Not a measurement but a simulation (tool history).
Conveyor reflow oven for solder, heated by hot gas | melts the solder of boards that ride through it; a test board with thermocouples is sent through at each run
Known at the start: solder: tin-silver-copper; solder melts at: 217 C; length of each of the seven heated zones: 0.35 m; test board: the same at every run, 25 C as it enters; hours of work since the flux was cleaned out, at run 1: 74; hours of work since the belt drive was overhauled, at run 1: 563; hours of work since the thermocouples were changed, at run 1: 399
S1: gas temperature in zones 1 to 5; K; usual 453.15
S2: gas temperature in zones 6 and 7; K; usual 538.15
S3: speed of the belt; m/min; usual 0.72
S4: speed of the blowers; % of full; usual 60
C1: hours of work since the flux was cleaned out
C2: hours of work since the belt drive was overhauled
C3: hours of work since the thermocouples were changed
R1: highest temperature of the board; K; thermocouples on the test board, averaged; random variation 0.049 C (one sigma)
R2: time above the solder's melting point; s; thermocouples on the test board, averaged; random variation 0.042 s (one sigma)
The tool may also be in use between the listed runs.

run	hour	S1	S2	S3	S4	C1	C2	C3	R1	R2
1	0	453.15	538.15	0.72	60	74	563	399	523.31	44.7
2	19.8	453.15	538.15	0.72	60	87	575	412	523.19	44.64
3	30.1	453.15	538.15	0.72	60	93	582	418	523.24	44.66
4	51.2	453.15	538.15	0.72	60	107	595	432	523.15	44.64
5	70	453.15	538.15	0.72	60	119	607	444	523.21	44.55
6	88.6	453.15	538.15	0.72	60	130	619	456	523.18	44.57
# hour 94.3: belt drive overhauled, speed set with a stopwatch
7	108.6	453.15	538.15	0.72	60	141	9	466	523.35	44.98
8	128.1	453.15	538.15	0.72	60	153	22	478	523.17	45.03
9	140.9	458.15	544.15	0.722	60	161	30	486	529.29	49.63
# hour 148.8: belt drive overhauled, speed set with a stopwatch, once more
10	161.2	458.15	544.15	0.722	60	172	8	497	528.69	48.2
11	181.9	440.15	534.15	0.72	60	185	21	510	516.58	35.93
12	199.8	453.15	538.15	0.72	57	196	33	521	521.96	42.93
13	214.8	453.15	552.15	0.72	60	206	42	531	534.59	49.54
14	231.6	453.15	552.15	0.72	60	217	53	542	534.74	49.59
15	244.8	453.15	540.15	0.72	60	225	61	550	524.21	44.39
16	264.3	453.15	526.15	0.796	60	238	74	563	509.15	29.26

4 ways to go on from here, each from the tool as it stands after run 16. What would each give?
A	280.8	453.15	539.15	0.72	60	248	84	573	?	?
B	280.8	453.15	538.15	0.66	78	248	84	573	?	?
C	280.8	463.15	526.15	0.84	60	248	84	573	?	?
D	280.8	453.15	534.15	0.72	52	248	84	573	?	?

run	R1	R2
A	523.18	43.83
B	527.39	51.55
C	509.84	30.8
D	517.4	39.76
Without the tool's hidden state the same runs would have given:
run	R1	R2
A	523.9	44.42
B	527.99	52
C	510.57	31.8
D	518.02	40.44
